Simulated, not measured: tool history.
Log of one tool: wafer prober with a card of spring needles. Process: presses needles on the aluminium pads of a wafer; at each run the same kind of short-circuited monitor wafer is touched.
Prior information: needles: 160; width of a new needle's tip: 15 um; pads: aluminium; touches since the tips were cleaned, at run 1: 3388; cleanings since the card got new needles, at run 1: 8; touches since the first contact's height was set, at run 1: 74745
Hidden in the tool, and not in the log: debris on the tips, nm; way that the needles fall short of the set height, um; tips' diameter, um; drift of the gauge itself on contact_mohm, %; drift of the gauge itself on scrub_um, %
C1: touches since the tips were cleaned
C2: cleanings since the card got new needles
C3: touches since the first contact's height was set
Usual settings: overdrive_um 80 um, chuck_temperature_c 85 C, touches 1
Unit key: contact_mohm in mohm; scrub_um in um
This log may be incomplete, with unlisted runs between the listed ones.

{"run": 1, "day": 0.0, "overdrive_um": 80, "chuck_temperature_c": 85, "touches": 1, "C1": 3388, "C2": 8, "C3": 74745, "contact_mohm": 196, "scrub_um": 16.13}
{"day": 0.562, "done": "tips cleaned on abrasive film"}
{"run": 2, "day": 0.621, "overdrive_um": 80, "chuck_temperature_c": 85, "touches": 1, "C1": 438, "C2": 9, "C3": 79324, "contact_mohm": 192, "scrub_um": 16.17}
{"run": 3, "day": 0.929, "overdrive_um": 80, "chuck_temperature_c": 85, "touches": 1, "C1": 2751, "C2": 9, "C3": 81637, "contact_mohm": 197, "scrub_um": 16.22}
{"run": 4, "day": 1.229, "overdrive_um": 80, "chuck_temperature_c": 44, "touches": 1, "C1": 4981, "C2": 9, "C3": 83867, "contact_mohm": 189, "scrub_um": 16.16}
{"day": 1.592, "done": "tips cleaned on abrasive film"}
{"run": 5, "day": 1.779, "overdrive_um": 80, "chuck_temperature_c": 44, "touches": 1, "C1": 1413, "C2": 10, "C3": 87926, "contact_mohm": 190, "scrub_um": 16.27}
{"run": 6, "day": 2.192, "overdrive_um": 80, "chuck_temperature_c": 85, "touches": 1, "C1": 4476, "C2": 10, "C3": 90989, "contact_mohm": 201, "scrub_um": 16.21}
{"day": 2.608, "done": "tips cleaned on abrasive film"}
{"run": 7, "day": 2.646, "overdrive_um": 80, "chuck_temperature_c": 85, "touches": 1, "C1": 286, "C2": 11, "C3": 94347, "contact_mohm": 195, "scrub_um": 16.3}
{"run": 8, "day": 3.212, "overdrive_um": 80, "chuck_temperature_c": 54, "touches": 1, "C1": 4483, "C2": 11, "C3": 98544, "contact_mohm": 190, "scrub_um": 16.34}
{"day": 3.5, "done": "height of the first contact set anew"}
{"day": 3.642, "done": "tips cleaned on abrasive film"}
{"run": 9, "day": 3.642, "overdrive_um": 74, "chuck_temperature_c": 85, "touches": 3, "C1": 0, "C2": 12, "C3": 1039, "contact_mohm": 199, "scrub_um": 15.09}
{"run": 10, "day": 3.95, "overdrive_um": 74, "chuck_temperature_c": 59, "touches": 1, "C1": 2275, "C2": 12, "C3": 3314, "contact_mohm": 192, "scrub_um": 14.98}
{"run": 11, "day": 4.588, "overdrive_um": 74, "chuck_temperature_c": 118, "touches": 1, "C1": 7031, "C2": 12, "C3": 8070, "contact_mohm": 201, "scrub_um": 15.05}
{"day": 4.688, "done": "tips cleaned on abrasive film"}
{"run": 12, "day": 4.967, "overdrive_um": 66, "chuck_temperature_c": 46, "touches": 2, "C1": 2052, "C2": 13, "C3": 10848, "contact_mohm": 191, "scrub_um": 13.44}
{"run": 13, "day": 5.4, "overdrive_um": 62, "chuck_temperature_c": 82, "touches": 1, "C1": 5277, "C2": 13, "C3": 14073, "contact_mohm": 197, "scrub_um": 12.67}
{"day": 5.721, "done": "tips cleaned on abrasive film"}
{"run": 14, "day": 6.075, "overdrive_um": 76, "chuck_temperature_c": 66, "touches": 1, "C1": 2639, "C2": 14, "C3": 19090, "contact_mohm": 194, "scrub_um": 15.52}

Alternative continuations, all from the tool just after run 14; predict every row:
{"run": "A", "day": 6.438, "overdrive_um": 76, "chuck_temperature_c": 31, "touches": 1, "C1": 5329, "C2": 14, "C3": 21780, "contact_mohm": "?", "scrub_um": "?"}
{"run": "B", "day": 6.438, "overdrive_um": 98, "chuck_temperature_c": 35, "touches": 2, "C1": 5329, "C2": 14, "C3": 21780, "contact_mohm": "?", "scrub_um": "?"}
{"run": "C", "day": 6.438, "overdrive_um": 86, "chuck_temperature_c": 107, "touches": 2, "C1": 5329, "C2": 14, "C3": 21780, "contact_mohm": "?", "scrub_um": "?"}
{"run": "D", "day": 6.438, "overdrive_um": 80, "chuck_temperature_c": 85, "touches": 1, "C1": 5329, "C2": 14, "C3": 21780, "contact_mohm": "?", "scrub_um": "?"}
{"run": "E", "day": 6.438, "overdrive_um": 76, "chuck_temperature_c": 46, "touches": 1, "C1": 5329, "C2": 14, "C3": 21780, "contact_mohm": "?", "scrub_um": "?"}

run=A contact_mohm=186 scrub_um=15.5
run=B contact_mohm=186 scrub_um=20.06
run=C contact_mohm=203 scrub_um=17.58
run=D contact_mohm=197 scrub_um=16.34
run=E contact_mohm=191 scrub_um=15.47
With no hidden state in the tool, these same runs would have given:
run=A contact_mohm=185 scrub_um=15.33
run=B contact_mohm=186 scrub_um=19.85
run=C contact_mohm=203 scrub_um=17.39
run=D contact_mohm=197 scrub_um=16.16
run=E contact_mohm=190 scrub_um=15.3
